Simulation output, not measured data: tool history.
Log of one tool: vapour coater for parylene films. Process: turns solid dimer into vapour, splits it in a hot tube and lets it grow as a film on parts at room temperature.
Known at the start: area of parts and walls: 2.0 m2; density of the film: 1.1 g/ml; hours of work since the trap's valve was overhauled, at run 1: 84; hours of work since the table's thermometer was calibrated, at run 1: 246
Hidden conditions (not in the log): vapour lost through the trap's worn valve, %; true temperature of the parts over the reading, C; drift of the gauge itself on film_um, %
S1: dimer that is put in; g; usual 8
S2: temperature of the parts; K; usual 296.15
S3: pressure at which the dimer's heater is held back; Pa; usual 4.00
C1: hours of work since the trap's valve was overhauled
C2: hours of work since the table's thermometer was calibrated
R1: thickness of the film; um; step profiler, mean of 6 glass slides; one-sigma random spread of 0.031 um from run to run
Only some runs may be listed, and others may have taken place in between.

run     day  S1      S2     S3   C1   C2    R1
  1   0.000   8  296.15   4.00   84  246  2.81
  2   0.688   6  296.15   4.00   92  254  2.10
  3   1.008   6  296.15   4.00   95  257  2.08
  4   1.583   6  296.15   4.00  102  264  2.05
  5   2.279   6  296.15   4.00  109  271  2.12
  6   2.767   6  296.15   4.00  115  277  2.02
  7   3.246   6  296.15   4.00  120  282  2.06
  8   3.796   8  296.15   4.00  126  288  2.71
  9   4.433   8  296.15   4.00  133  295  2.73
 10   5.129   8  304.15   4.00  141  303  2.33
 11   5.662   8  296.15   4.00  147  309  2.73
 12   6.358   4  296.15   4.00  155  317  1.37
 13   6.954   4  296.15   4.00  161  323  1.33
 14   7.321   4  296.15   4.00  165  327  1.35
 15   7.796   4  296.15   4.00  170  332  1.35
 16   8.262   8  296.15   3.97  176  338  2.69
 17   9.033   8  296.15   4.00  184  346  2.70
 18   9.521   8  296.15   4.00  190  352  2.64
 19   9.942   8  296.15   4.00  194  356  2.71
 20  10.483   6  296.15   4.00  200  362  2.01
 21  11.038   6  296.15   4.00  206  368  1.99
 22  11.604   6  296.15   6.87  213  375  1.81
 23  11.954   6  296.15   6.87  216  378  1.80
 24  12.696   6  296.15   6.87  225  387  1.74
 25  13.458   3  303.15   2.09  233  395  0.97
     13.550  -- table's thermometer calibrated
 26  14.142   8  294.15   3.17  240    7  2.87
 27  14.667   4  292.15   2.59  246   12  1.51
     15.083  -- trap's valve overhauled
     15.196  -- table's thermometer calibrated, once more
 28  15.654   4  292.15   2.00    6    5  1.83
 29  16.412  14  296.15   4.00   14   13  5.02
 30  17.042  12  290.15   2.46   21   20  5.35
 31  17.542  12  290.15   2.46   27   26  5.20
 32  18.296  12  290.15   2.46   35   34  5.21
 33  19.083   3  298.15   2.46   44   43  1.12
 34  19.771   3  298.15   2.46   51   51  1.11
 35  20.433  12  298.15   3.94   59   58  4.03
 36  21.112   7  298.15   2.13   66   65  2.68
 37  21.483   7  291.15   2.16   70   70  3.05
 38  21.938   5  293.15   4.00   75   75  1.84
 39  22.562   5  293.15   4.00   82   81  1.87
 40  23.179   5  305.15   4.00   89   88  1.44
 41  23.538   4  301.15   2.19   93   92  1.40
 42  24.042   5  308.15  11.85   99   98  1.07
 43  24.654   3  308.15  11.85  105  105  0.63
 44  25.412   8  294.15   3.40  114  113  3.02
 45  26.104   7  306.15   7.11  121  121  1.71
 46  26.479  12  297.15   7.42  126  125  3.56
 47  27.162  12  297.15   7.42  133  132  3.59
 48  27.604  10  297.15   4.00  138  137  3.36

Each run again, without the hidden state but with its own random variation kept:
run    R1
  1  2.91
  2  2.18
  3  2.16
  4  2.14
  5  2.21
  6  2.12
  7  2.16
  8  2.85
  9  2.88
 10  2.47
 11  2.89
 12  1.45
 13  1.42
 14  1.44
 15  1.44
 16  2.88
 17  2.90
 18  2.85
 19  2.92
 20  2.17
 21  2.16
 22  1.96
 23  1.96
 24  1.90
 25  1.06
 26  3.15
 27  1.67
 28  1.84
 29  5.05
 30  5.40
 31  5.26
 32  5.28
 33  1.14
 34  1.13
 35  4.12
 36  2.75
 37  3.14
 38  1.90
 39  1.93
 40  1.49
 41  1.45
 42  1.11
 43  0.66
 44  3.15
 45  1.79
 46  3.73
 47  3.77
 48  3.54

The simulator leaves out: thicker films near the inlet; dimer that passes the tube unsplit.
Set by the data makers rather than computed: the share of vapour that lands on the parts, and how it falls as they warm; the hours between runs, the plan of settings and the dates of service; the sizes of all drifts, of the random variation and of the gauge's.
